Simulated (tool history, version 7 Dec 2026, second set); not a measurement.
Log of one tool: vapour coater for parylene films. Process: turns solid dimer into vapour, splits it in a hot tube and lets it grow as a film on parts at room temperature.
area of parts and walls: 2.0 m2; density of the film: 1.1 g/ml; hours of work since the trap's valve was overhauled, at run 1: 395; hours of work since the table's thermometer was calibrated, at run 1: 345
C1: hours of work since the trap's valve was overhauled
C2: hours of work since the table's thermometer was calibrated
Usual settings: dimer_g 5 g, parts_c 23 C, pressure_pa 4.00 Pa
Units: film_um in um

run 1 day=0.000 | dimer_g=5 parts_c=23 pressure_pa=4.00 | C1=395 C2=345 | film_um=1.21
run 2 day=1.104 | dimer_g=5 parts_c=23 pressure_pa=4.00 | C1=413 C2=363 | film_um=1.17
run 3 day=2.542 | dimer_g=5 parts_c=23 pressure_pa=4.00 | C1=437 C2=387 | film_um=1.23
run 4 day=3.671 | dimer_g=5 parts_c=25 pressure_pa=4.00 | C1=456 C2=406 | film_um=1.14
run 5 day=5.233 | dimer_g=5 parts_c=23 pressure_pa=4.00 | C1=482 C2=432 | film_um=1.20
run 6 day=7.250 | dimer_g=5 parts_c=23 pressure_pa=4.00 | C1=515 C2=465 | film_um=1.19
run 7 day=9.183 | dimer_g=5 parts_c=16 pressure_pa=4.00 | C1=547 C2=497 | film_um=1.46
run 8 day=10.258 | dimer_g=5 parts_c=16 pressure_pa=4.00 | C1=565 C2=515 | film_um=1.48
run 9 day=11.588 | dimer_g=3 parts_c=29 pressure_pa=4.00 | C1=587 C2=537 | film_um=0.56
-- day=11.808 table's thermometer calibrated
-- day=12.346 trap's valve overhauled
run 10 day=13.658 | dimer_g=4 parts_c=28 pressure_pa=4.00 | C1=22 C2=28 | film_um=0.83
run 11 day=14.888 | dimer_g=2 parts_c=18 pressure_pa=8.00 | C1=42 C2=48 | film_um=0.50
run 12 day=15.796 | dimer_g=2 parts_c=18 pressure_pa=8.00 | C1=57 C2=63 | film_um=0.52
run 13 day=17.988 | dimer_g=2 parts_c=18 pressure_pa=8.00 | C1=94 C2=100 | film_um=0.48
run 14 day=19.912 | dimer_g=3 parts_c=26 pressure_pa=2.82 | C1=126 C2=132 | film_um=0.72
-- day=20.533 table's thermometer calibrated, once more
run 15 day=20.867 | dimer_g=3 parts_c=26 pressure_pa=2.82 | C1=141 C2=6 | film_um=0.72
run 16 day=22.683 | dimer_g=3 parts_c=29 pressure_pa=9.30 | C1=171 C2=36 | film_um=0.51

Forecast each of these 4 alternatives for the next run:
run A day=24.412 | dimer_g=5 parts_c=16 pressure_pa=10.60 | C1=200 C2=64 | film_um=?
run B day=24.412 | dimer_g=5 parts_c=24 pressure_pa=3.66 | C1=200 C2=64 | film_um=?
run C day=24.412 | dimer_g=4 parts_c=31 pressure_pa=2.35 | C1=200 C2=64 | film_um=?
run D day=24.412 | dimer_g=2 parts_c=18 pressure_pa=6.14 | C1=200 C2=64 | film_um=?

run=A film_um=1.24
run=B film_um=1.18
run=C film_um=0.88
run=D film_um=0.51
Without the tool's hidden state the same runs would have given:
run=A film_um=1.28
run=B film_um=1.22
run=C film_um=0.90
run=D film_um=0.53
